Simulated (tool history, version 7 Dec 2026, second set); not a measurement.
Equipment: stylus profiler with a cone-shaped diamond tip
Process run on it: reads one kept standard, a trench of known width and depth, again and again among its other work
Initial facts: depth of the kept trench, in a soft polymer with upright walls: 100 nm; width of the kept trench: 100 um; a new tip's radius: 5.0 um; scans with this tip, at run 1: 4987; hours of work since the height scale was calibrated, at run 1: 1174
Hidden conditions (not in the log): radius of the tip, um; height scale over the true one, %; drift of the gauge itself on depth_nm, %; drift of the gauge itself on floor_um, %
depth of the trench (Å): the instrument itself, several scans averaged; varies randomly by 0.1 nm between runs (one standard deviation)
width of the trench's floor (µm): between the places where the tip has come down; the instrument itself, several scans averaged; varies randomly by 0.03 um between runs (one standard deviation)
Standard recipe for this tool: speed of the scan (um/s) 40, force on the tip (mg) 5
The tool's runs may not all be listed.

run	hour	speed of the scan (um/s)	force on the tip (mg)	scans with this tip	hours of work since the height scale was calibrated	depth of the trench (Å)	width of the trench's floor (µm)
1	0	40	5	4987	1174	1012.4	97.89
2	132.2	40	5	5385	1268	1013	97.91
3	197.9	55	5	5584	1315	1013.2	97.81
4	261.6	40	1.84	5775	1360	1007.8	97.87
5	322.9	40	5	5960	1403	1014.2	97.9
6	451.5	11	5	6348	1495	1012.8	98.01
7	550.2	11	5	6645	1565	1013	97.93
8	621.2	11	5	6859	1615	1014.2	98.01
9	746.8	45	9.02	7238	1704	1018.2	97.85
10	867.5	88	9.02	7602	1790	1018.1	97.85
11	1001.7	46	9.02	8006	1885	1019.4	97.9
12	1076.5	46	9.02	8231	1938	1020.7	97.84
13	1213.7	46	9.02	8645	2036	1019.4	97.96

Predict the results of run 14:
14	1272.1	44	2.97	8821	2077	?	?

depth of the trench (Å): 1009.6
width of the trench's floor (µm): 97.82
Were there no unlogged condition in the tool, this run, its random variation unchanged, would have produced depth of the trench (Å) 1009.4, width of the trench's floor (µm) 97.83.
